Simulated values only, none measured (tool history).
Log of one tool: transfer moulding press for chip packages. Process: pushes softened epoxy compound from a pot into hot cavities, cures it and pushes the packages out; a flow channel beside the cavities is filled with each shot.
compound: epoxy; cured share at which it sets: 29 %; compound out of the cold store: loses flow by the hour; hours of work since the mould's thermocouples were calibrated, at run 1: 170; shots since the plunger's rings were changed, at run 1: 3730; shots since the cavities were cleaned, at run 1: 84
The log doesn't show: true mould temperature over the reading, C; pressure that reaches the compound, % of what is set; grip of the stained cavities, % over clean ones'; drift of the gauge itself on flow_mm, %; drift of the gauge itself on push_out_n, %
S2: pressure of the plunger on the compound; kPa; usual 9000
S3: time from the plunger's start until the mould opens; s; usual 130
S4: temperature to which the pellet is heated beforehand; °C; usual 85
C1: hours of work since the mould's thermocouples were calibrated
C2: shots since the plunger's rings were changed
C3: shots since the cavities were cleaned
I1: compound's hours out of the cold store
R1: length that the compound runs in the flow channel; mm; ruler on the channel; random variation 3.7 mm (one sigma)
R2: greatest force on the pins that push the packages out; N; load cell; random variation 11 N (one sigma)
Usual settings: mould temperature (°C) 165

run 1 hour=0.0 | mould_temperature_(°C)=165 S2=9000 S3=130 S4=85 | C1=170 C2=3730 C3=84 | I1=10.6 | R1=658 R2=663
run 2 hour=56.7 | mould_temperature_(°C)=165 S2=9000 S3=130 S4=85 | C1=205 C2=4255 C3=609 | I1=43.6 | R1=523 R2=918
-- hour=62.7 cavities cleaned with cleaning compound and waxed
-- hour=102.4 plunger's sealing rings changed
run 3 hour=130.2 | mould_temperature_(°C)=165 S2=9000 S3=130 S4=85 | C1=247 C2=258 C3=602 | I1=28.4 | R1=615 R2=944
-- hour=136.0 cavities cleaned with cleaning compound and waxed
run 4 hour=166.1 | mould_temperature_(°C)=165 S2=9000 S3=130 S4=85 | C1=267 C2=576 C3=278 | I1=33.4 | R1=590 R2=758
-- hour=207.4 cavities cleaned with cleaning compound and waxed
run 5 hour=247.2 | mould_temperature_(°C)=165 S2=9000 S3=130 S4=85 | C1=315 C2=1314 C3=369 | I1=25.6 | R1=619 R2=810
-- hour=281.7 cavities cleaned with cleaning compound and waxed
run 6 hour=292.2 | mould_temperature_(°C)=165 S2=9000 S3=130 S4=85 | C1=341 C2=1717 C3=97 | I1=18.1 | R1=646 R2=685
run 7 hour=349.4 | mould_temperature_(°C)=165 S2=9000 S3=130 S4=85 | C1=376 C2=2247 C3=627 | I1=31.9 | R1=584 R2=943
-- hour=355.6 cavities cleaned with cleaning compound and waxed
run 8 hour=422.9 | mould_temperature_(°C)=165 S2=9000 S3=130 S4=85 | C1=419 C2=2914 C3=623 | I1=25.0 | R1=606 R2=973
-- hour=428.6 cavities cleaned with cleaning compound and waxed
run 9 hour=494.0 | mould_temperature_(°C)=165 S2=9000 S3=130 S4=85 | C1=461 C2=3560 C3=607 | I1=36.6 | R1=558 R2=874
-- hour=499.3 cavities cleaned with cleaning compound and waxed
-- hour=553.4 mould's thermocouples calibrated
-- hour=571.4 cavities cleaned with cleaning compound and waxed
run 10 hour=571.9 | mould_temperature_(°C)=165 S2=9000 S3=130 S4=95 | C1=10 C2=4235 C3=5 | I1=42.2 | R1=532 R2=541
-- hour=615.4 plunger's sealing rings changed
run 11 hour=638.6 | mould_temperature_(°C)=165 S2=9000 S3=130 S4=95 | C1=49 C2=215 C3=600 | I1=23.5 | R1=638 R2=918
-- hour=645.1 cavities cleaned with cleaning compound and waxed
run 12 hour=676.5 | mould_temperature_(°C)=163 S2=9000 S3=130 S4=85 | C1=71 C2=552 C3=291 | I1=42.4 | R1=571 R2=852
-- hour=717.2 cavities cleaned with cleaning compound and waxed
run 13 hour=730.6 | mould_temperature_(°C)=165 S2=9000 S3=130 S4=85 | C1=103 C2=1040 C3=125 | I1=39.6 | R1=571 R2=677
run 14 hour=768.5 | mould_temperature_(°C)=165 S2=9000 S3=130 S4=85 | C1=125 C2=1391 C3=476 | I1=20.2 | R1=639 R2=920
-- hour=787.3 cavities cleaned with cleaning compound and waxed
run 15 hour=802.6 | mould_temperature_(°C)=165 S2=9000 S3=130 S4=85 | C1=145 C2=1693 C3=142 | I1=25.0 | R1=618 R2=716
-- hour=859.6 cavities cleaned with cleaning compound and waxed
run 16 hour=873.3 | mould_temperature_(°C)=165 S2=9000 S3=130 S4=85 | C1=187 C2=2335 C3=128 | I1=22.1 | R1=628 R2=716
run 17 hour=926.2 | mould_temperature_(°C)=165 S2=9000 S3=130 S4=85 | C1=219 C2=2824 C3=617 | I1=20.8 | R1=625 R2=968
-- hour=931.8 cavities cleaned with cleaning compound and waxed
run 18 hour=960.0 | mould_temperature_(°C)=165 S2=9000 S3=130 S4=85 | C1=238 C2=3123 C3=261 | I1=44.8 | R1=531 R2=778
-- hour=1002.8 cavities cleaned with cleaning compound and waxed
run 19 hour=1006.2 | mould_temperature_(°C)=169 S2=8130 S3=148 S4=92 | C1=265 C2=3538 C3=32 | I1=20.4 | R1=580 R2=483
run 20 hour=1045.7 | mould_temperature_(°C)=169 S2=9450 S3=148 S4=89 | C1=289 C2=3904 C3=398 | I1=39.6 | R1=548 R2=702
-- hour=1074.0 cavities cleaned with cleaning compound and waxed
run 21 hour=1088.5 | mould_temperature_(°C)=169 S2=9450 S3=148 S4=81 | C1=314 C2=4286 C3=134 | I1=12.7 | R1=654 R2=585
-- hour=1127.9 plunger's sealing rings changed
run 22 hour=1127.9 | mould_temperature_(°C)=165 S2=9000 S3=144 S4=78 | C1=336 C2=0 C3=477 | I1=14.4 | R1=676 R2=845
-- hour=1149.0 cavities cleaned with cleaning compound and waxed
run 23 hour=1204.9 | mould_temperature_(°C)=171 S2=9000 S3=159 S4=85 | C1=382 C2=699 C3=518 | I1=40.4 | R1=551 R2=731
-- hour=1224.0 cavities cleaned with cleaning compound and waxed
run 24 hour=1242.1 | mould_temperature_(°C)=171 S2=9000 S3=159 S4=87 | C1=403 C2=1029 C3=167 | I1=40.1 | R1=553 R2=558
-- hour=1296.8 cavities cleaned with cleaning compound and waxed
run 25 hour=1321.3 | mould_temperature_(°C)=171 S2=9000 S3=159 S4=87 | C1=450 C2=1750 C3=228 | I1=18.3 | R1=628 R2=622
-- hour=1367.8 cavities cleaned with cleaning compound and waxed
run 26 hour=1374.5 | mould_temperature_(°C)=171 S2=9000 S3=159 S4=87 | C1=481 C2=2229 C3=63 | I1=39.4 | R1=538 R2=502
-- hour=1403.6 mould's thermocouples calibrated
run 27 hour=1425.5 | mould_temperature_(°C)=171 S2=9000 S3=159 S4=87 | C1=13 C2=2683 C3=517 | I1=12.4 | R1=642 R2=716

4 ways to go on from here, each from the tool as it stands after run 27. What would each give?
-- hour=1439.8 cavities cleaned with cleaning compound and waxed
run A hour=1487.2 | mould_temperature_(°C)=171 S2=9000 S3=159 S4=92 | C1=49 C2=3241 C3=439 | I1=36.6 | R1=? R2=?
-- hour=1439.8 cavities cleaned with cleaning compound and waxed
run B hour=1487.2 | mould_temperature_(°C)=165 S2=9000 S3=130 S4=83 | C1=49 C2=3241 C3=439 | I1=43.8 | R1=? R2=?
-- hour=1439.8 cavities cleaned with cleaning compound and waxed
run C hour=1487.2 | mould_temperature_(°C)=165 S2=9000 S3=130 S4=86 | C1=49 C2=3241 C3=439 | I1=19.0 | R1=? R2=?
-- hour=1439.8 cavities cleaned with cleaning compound and waxed
run D hour=1487.2 | mould_temperature_(°C)=171 S2=8640 S3=115 S4=89 | C1=49 C2=3241 C3=439 | I1=10.5 | R1=? R2=?

run=A R1=541 R2=700
run=B R1=531 R2=854
run=C R1=630 R2=904
run=D R1=626 R2=798
Without the tool's hidden state the same runs would have given:
run=A R1=568 R2=447
run=B R1=558 R2=545
run=C R1=661 R2=576
run=D R1=658 R2=509
